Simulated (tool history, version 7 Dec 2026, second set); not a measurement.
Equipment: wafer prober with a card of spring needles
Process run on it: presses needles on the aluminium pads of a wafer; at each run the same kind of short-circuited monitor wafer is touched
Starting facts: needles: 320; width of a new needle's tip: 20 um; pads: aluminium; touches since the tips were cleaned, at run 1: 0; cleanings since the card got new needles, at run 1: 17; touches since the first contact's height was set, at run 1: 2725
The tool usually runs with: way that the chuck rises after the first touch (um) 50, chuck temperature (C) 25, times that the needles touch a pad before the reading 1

run   hour  way that the chuck rises after the first touch (um)  chuck temperature (C)  times that the needles touch a pad before the reading  touches since the tips were cleaned  cleanings since the card got new needles  touches since the first contact's height was set  resistance of one needle with its contact and lead (mohm)  way that a needle slides on the pad (um)
  1      0                                                   50                     25                                                      1                                    0                                        17                                              2725                                                        158                                      8.95
  2    6.5                                                   50                     25                                                      1                                 3630                                        17                                              6355                                                        158                                      8.93
      13.8  -- tips cleaned on abrasive film
  3   15.3                                                   50                     25                                                      1                                  850                                        18                                             11241                                                        157                                      8.95
  4   24.8                                                   50                     25                                                      1                                 6186                                        18                                             16577                                                        158                                      8.95
      27.2  -- tips cleaned on abrasive film
  5   34.5                                                   50                     78                                                      1                                 4093                                        19                                             21981                                                        167                                      8.98
      40.3  -- tips cleaned on abrasive film
  6   40.3                                                   50                     64                                                      1                                    0                                        20                                             25186                                                        168                                      8.98
  7   45.6                                                   50                     25                                                      1                                 2948                                        20                                             28134                                                        158                                      9.02
  8   52.3                                                   50                     25                                                      1                                 6687                                        20                                             31873                                                        159                                      8.98
      53.8  -- tips cleaned on abrasive film
  9   56.7                                                   50                     25                                                      1                                 1573                                        21                                             34277                                                        159                                      9.02
 10   61.8                                                   50                     25                                                      1                                 4467                                        21                                             37171                                                        159                                      9.03
      67.4  -- tips cleaned on abrasive film
 11   71.1                                                   50                     25                                                      1                                 2064                                        22                                             42338                                                        157                                      9.06
 12   76.9                                                   50                     25                                                      1                                 5307                                        22                                             45581                                                        158                                      9.06
      81.2  -- tips cleaned on abrasive film
 13   81.3                                                   50                     25                                                      1                                   47                                        23                                             47971                                                        157                                      9.07
 14     91                                                   50                     25                                                      1                                 5504                                        23                                             53428                                                        159                                       9.1
      94.7  -- tips cleaned on abrasive film
      96.3  -- gauge calibrated
 15     97                                                   50                     25                                                      1                                 1282                                        24                                             56749                                                        160                                      8.94
 16  103.9                                                   41                     25                                                      1                                 5139                                        24                                             60606                                                        164                                      7.32
     108.1  -- tips cleaned on abrasive film
 17  108.1                                                   41                     25                                                      1                                    0                                        25                                             62903                                                        166                                      7.32
 18  113.2                                                   48                     96                                                      2                                 2850                                        25                                             65753                                                        172                                      8.56
 19  119.5                                                   48                     96                                                      2                                 6376                                        25                                             69279                                                        176                                      8.59
     121.3  -- tips cleaned on abrasive film
 20  125.4                                                   48                     96                                                      2                                 2292                                        26                                             72559                                                        177                                      8.62
 21  130.4                                                   49                     96                                                      1                                 5064                                        26                                             75331                                                        175                                       8.8
     134.7  -- tips cleaned on abrasive film
 22  140.4                                                   62                     36                                                      3                                 3193                                        27                                             80935                                                        153                                     11.16
 23    147                                                   62                     36                                                      3                                 6889                                        27                                             84631                                                        154                                     11.17
     147.9  -- tips cleaned on abrasive film
 24  153.6                                                   50                     25                                                      2                                 3167                                        28                                             88242                                                        158                                      8.99
 25  158.1                                                   47                     25                                                      2                                 5733                                        28                                             90808                                                        159                                      8.49

What does the tool deliver on the next run?
     161.1  -- tips cleaned on abrasive film
 26   164                                                   47                     25                                                      2                                 1621                                        29                                             94011                                                          ?                                         ?

resistance of one needle with its contact and lead (mohm): 160
way that a needle slides on the pad (um): 8.48
Minus the tool's unlogged condition, the same run would have read resistance of one needle with its contact and lead (mohm) 160, way that a needle slides on the pad (um) 8.33.
